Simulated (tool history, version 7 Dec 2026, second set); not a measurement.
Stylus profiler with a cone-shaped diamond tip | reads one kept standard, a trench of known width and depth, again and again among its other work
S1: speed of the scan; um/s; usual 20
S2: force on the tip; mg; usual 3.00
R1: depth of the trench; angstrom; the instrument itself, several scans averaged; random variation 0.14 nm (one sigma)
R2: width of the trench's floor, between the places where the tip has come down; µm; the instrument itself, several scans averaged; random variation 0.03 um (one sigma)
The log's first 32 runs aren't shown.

Run 33, hour 3398.7: usual settings but S1 15 um/s, S2 3.44 mg. Result: R1 5071.9 angstrom, R2 97.27 µm.
Run 34, hour 3484.4: usual settings but S1 15 um/s, S2 3.44 mg. Result: R1 5068.8 angstrom, R2 97.26 µm.
Run 35, hour 3604.6: usual settings but S1 15 um/s, S2 3.44 mg. Result: R1 5068.9 angstrom, R2 97.29 µm.
Run 36, hour 3709.3: usual settings but S1 55 um/s, S2 1.47 mg. Result: R1 5039.2 angstrom, R2 97.16 µm.
Run 37, hour 3820.8: usual settings but S1 55 um/s, S2 1.11 mg. Result: R1 5031.7 angstrom, R2 97.13 µm.
Run 38, hour 3922.7: usual settings but S1 55 um/s, S2 1.11 mg. Result: R1 5029.4 angstrom, R2 97.14 µm.
Run 39, hour 4003.9: usual settings but S1 55 um/s, S2 1.11 mg. Result: R1 5031.4 angstrom, R2 97.16 µm.
Run 40, hour 4079.8: usual settings but S1 18 um/s, S2 2.92 mg. Result: R1 5063.2 angstrom, R2 97.28 µm.
Run 41, hour 4196.5: usual settings but S1 27 um/s, S2 4.34 mg. Result: R1 5081.2 angstrom, R2 97.29 µm.
Run 42, hour 4307.4: usual settings but S1 29 um/s, S2 4.70 mg. Result: R1 5085.5 angstrom, R2 97.29 µm.

3 ways to go on from here, each from the tool as it stands after run 42. What would each give?
Run A, hour 4373.9: usual settings but S1 29 um/s, S2 2.25 mg. Result: R1 ?, R2 ?.
Run B, hour 4373.9: usual settings but S1 18 um/s, S2 1.41 mg. Result: R1 ?, R2 ?.
Run C, hour 4373.9: usual settings but S1 30 um/s, S2 7.05 mg. Result: R1 ?, R2 ?.

run      R1     R2
  A  5051.3  97.27
  B  5038.0  97.26
  C  5115.5  97.22
Without the tool's hidden state the same runs would have given:
run      R1     R2
  A  5051.7  97.29
  B  5038.5  97.28
  C  5116.0  97.24
